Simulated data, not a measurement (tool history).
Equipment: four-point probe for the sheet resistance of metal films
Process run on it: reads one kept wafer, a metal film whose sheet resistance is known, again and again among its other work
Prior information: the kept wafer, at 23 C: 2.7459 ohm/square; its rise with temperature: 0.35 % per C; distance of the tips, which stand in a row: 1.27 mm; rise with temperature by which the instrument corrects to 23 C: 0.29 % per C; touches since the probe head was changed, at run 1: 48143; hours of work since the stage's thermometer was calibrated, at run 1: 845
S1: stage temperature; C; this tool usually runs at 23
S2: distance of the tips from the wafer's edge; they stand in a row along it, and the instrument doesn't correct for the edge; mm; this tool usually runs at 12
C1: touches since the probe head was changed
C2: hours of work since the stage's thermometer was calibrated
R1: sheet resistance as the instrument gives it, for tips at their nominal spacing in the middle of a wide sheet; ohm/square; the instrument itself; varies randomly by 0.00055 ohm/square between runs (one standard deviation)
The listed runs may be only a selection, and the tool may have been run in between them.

run	day	S1	S2	C1	C2	R1
1	0.000	23	12	48143	845	2.776093
2	2.346	23	12	50066	877	2.776865
3	4.583	27	12	51902	908	2.782930
4	5.588	27	12	52726	922	2.784839
5	7.533	23	12	54319	948	2.778276
6	8.575	23	12	55173	962	2.779017
7	10.750	23	12	56958	992	2.779219
8	11.983	33	12	57967	1009	2.794357
9	13.908	23	7	59548	1035	2.811337
10	15.046	23	12	60481	1051	2.779684
11	16.404	34	12	61594	1069	2.796882
12	17.792	34	12	62729	1088	2.796659
13	19.571	34	12	64189	1112	2.797964
14	21.771	34	12	65995	1142	2.797873
15	23.317	34	12	67260	1163	2.798962
16	24.383	34	12	68136	1178	2.798486
# day 24.612: stage's thermometer calibrated
17	25.842	34	12	69314	17	2.800030
18	27.650	29	12	70796	41	2.793268
19	29.196	29	12	72064	63	2.793239
20	31.017	29	12	73556	87	2.794813
# day 31.342: stage's thermometer calibrated, once more
21	32.767	29	12	74973	19	2.791471
22	34.262	29	12	76200	40	2.792522
23	35.679	29	12	77363	59	2.793694
24	37.454	18	12	78819	83	2.776117
25	38.954	22	5	80050	104	2.859370
26	41.196	22	5	81885	134	2.860470
# day 42.533: new probe head fitted
27	42.533	22	5	0	152	2.821886
28	44.012	21	60	1211	172	2.729804
29	45.175	21	13	2164	188	2.743003
30	47.283	21	13	3893	217	2.743074
31	49.646	21	13	5829	249	2.745749

For run 32, what comes out?
32	51.233	32	8	7131	271	?

R1: 2.783788 ohm/square
Minus the tool's unlogged condition, the same run would have read R1 2.796010 ohm/square.
